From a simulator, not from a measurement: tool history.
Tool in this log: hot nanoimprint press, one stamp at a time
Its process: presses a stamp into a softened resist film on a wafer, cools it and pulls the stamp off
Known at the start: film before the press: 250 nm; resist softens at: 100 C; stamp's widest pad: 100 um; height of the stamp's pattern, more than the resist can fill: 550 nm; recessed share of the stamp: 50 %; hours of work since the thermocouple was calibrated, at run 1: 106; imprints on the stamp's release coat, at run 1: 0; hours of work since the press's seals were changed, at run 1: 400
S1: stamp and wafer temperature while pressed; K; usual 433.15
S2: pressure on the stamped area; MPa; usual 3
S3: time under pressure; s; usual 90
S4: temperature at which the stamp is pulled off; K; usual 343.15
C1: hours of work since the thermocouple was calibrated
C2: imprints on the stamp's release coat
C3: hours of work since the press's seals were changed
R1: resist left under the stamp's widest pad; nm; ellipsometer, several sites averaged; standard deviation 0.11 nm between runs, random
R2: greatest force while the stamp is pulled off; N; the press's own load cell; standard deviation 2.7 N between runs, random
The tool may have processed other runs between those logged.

run	hour	S1	S2	S3	S4	C1	C2	C3	R1	R2
1	0	433.15	3	90	343.15	106	0	400	119.5	238
2	26.9	433.15	3	90	337.15	118	83	413	119.3	272
3	41.3	433.15	3	90	337.15	125	129	419	119.2	269
4	53.7	433.15	3	90	337.15	130	167	425	119.2	267
5	71.3	433.15	3	90	337.15	138	222	433	119.1	270
6	96.3	433.15	3.76	90	337.15	150	300	444	105	272
7	124.5	433.15	3.76	90	337.15	162	388	457	105	276
8	142.2	433.15	3.76	90	337.15	170	444	465	104.9	286
9	159.7	433.15	3.76	90	337.15	178	498	473	104.8	281
10	175.3	433.15	2.4	90	343.15	185	547	480	134.1	254
11	192.8	433.15	2.4	90	343.15	193	602	488	133.7	254
12	206.5	433.15	4.51	65	329.15	199	644	494	105.2	328
13	235.1	433.15	3	77	343.15	212	734	507	124.6	260
14	255.5	427.15	2.28	90	343.15	222	798	516	180.3	258
15	272.2	432.15	1.95	58	343.15	229	849	523	173.3	259
16	298.8	442.15	2.5	96	331.15	241	933	536	80.5	332
17	319.7	442.15	3.75	96	331.15	251	998	545	62.9	329
18	341.6	427.15	3	90	343.15	261	1066	555	160.8	269

Consider 3 possible next runs. They are alternatives, not a sequence: every one starts from the tool as it was left by run 18. What does each give?
A	364.1	427.15	3	90	346.15	271	1137	565	?	?
B	364.1	433.15	3	90	333.15	271	1137	565	?	?
C	364.1	433.15	3.6	90	343.15	271	1137	565	?	?

run	R1	R2
A	160.5	252
B	118.5	325
C	107	269
What these runs would have given with no unlogged condition in the tool:
run	R1	R2
A	162.1	222
B	119.6	285
C	107.8	237
